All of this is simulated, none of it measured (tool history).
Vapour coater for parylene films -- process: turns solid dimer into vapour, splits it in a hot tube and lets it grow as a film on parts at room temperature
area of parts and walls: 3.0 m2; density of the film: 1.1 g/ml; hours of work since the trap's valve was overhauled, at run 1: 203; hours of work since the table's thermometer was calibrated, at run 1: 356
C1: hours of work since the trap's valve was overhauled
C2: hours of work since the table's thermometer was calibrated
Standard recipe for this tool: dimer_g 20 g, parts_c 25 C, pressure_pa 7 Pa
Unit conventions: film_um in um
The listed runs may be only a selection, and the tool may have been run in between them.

Run 1, hour 0: usual settings; C1 203; C2 356. Result: film_um 3.91 um.
Run 2, hour 43.9: usual settings; C1 231; C2 384. Result: film_um 3.83 um.
Run 3, hour 113.6: usual settings; C1 275; C2 428. Result: film_um 3.85 um.
Run 4, hour 156.3: usual settings but pressure_pa 3.57 Pa; C1 302; C2 455. Result: film_um 4.01 um.
Run 5, hour 192.2: usual settings but pressure_pa 3.57 Pa; C1 325; C2 478. Result: film_um 4.03 um.
At hour 196.4: table's thermometer calibrated.
Run 6, hour 255.1: usual settings but pressure_pa 10.72 Pa; C1 365; C2 37. Result: film_um 3.51 um.
Run 7, hour 315.5: usual settings but pressure_pa 11.08 Pa; C1 403; C2 76. Result: film_um 3.45 um.
Run 8, hour 383.4: usual settings but dimer_g 35 g, pressure_pa 11.08 Pa; C1 446; C2 119. Result: film_um 6.01 um.
Run 9, hour 415.9: usual settings but pressure_pa 9.2 Pa; C1 467; C2 139. Result: film_um 3.5 um.
At hour 473.8: trap's valve overhauled.
Run 10, hour 487.7: usual settings but dimer_g 10 g, parts_c 31 C, pressure_pa 9.49 Pa; C1 9; C2 183. Result: film_um 1.49 um.
At hour 515.2: table's thermometer calibrated, once more.
Run 11, hour 555.4: usual settings but dimer_g 15 g, parts_c 21 C, pressure_pa 3.8 Pa; C1 51; C2 26. Result: film_um 4.01 um.
Run 12, hour 604.2: usual settings but dimer_g 15 g, parts_c 21 C, pressure_pa 3.8 Pa; C1 82; C2 57. Result: film_um 3.93 um.
Run 13, hour 671.9: usual settings but dimer_g 32 g, pressure_pa 8.32 Pa; C1 125; C2 100. Result: film_um 6.45 um.
Run 14, hour 705.3: usual settings but dimer_g 32 g, pressure_pa 8.32 Pa; C1 147; C2 121. Result: film_um 6.29 um.

5 ways to go on from here, each from the tool as it stands after run 14. What would each give?
Run A, hour 754.2: usual settings but dimer_g 23 g, parts_c 21 C, pressure_pa 8.32 Pa; C1 178; C2 152. Result: film_um ?.
Run B, hour 754.2: usual settings but dimer_g 32 g, pressure_pa 3.03 Pa; C1 178; C2 152. Result: film_um ?.
Run C, hour 754.2: usual settings but dimer_g 32 g, parts_c 28 C, pressure_pa 8.32 Pa; C1 178; C2 152. Result: film_um ?.
Run D, hour 754.2: usual settings but dimer_g 11 g, parts_c 24 C, pressure_pa 7.57 Pa; C1 178; C2 152. Result: film_um ?.
Run E, hour 754.2: usual settings but dimer_g 21 g, parts_c 17 C, pressure_pa 10.68 Pa; C1 178; C2 152. Result: film_um ?.

run  film_um
  A     5.38
  B     6.97
  C     5.55
  D     2.29
  E     5.77
Without the tool's hidden state the same runs would have given:
run  film_um
  A     5.67
  B     7.34
  C     5.85
  D     2.41
  E     6.08
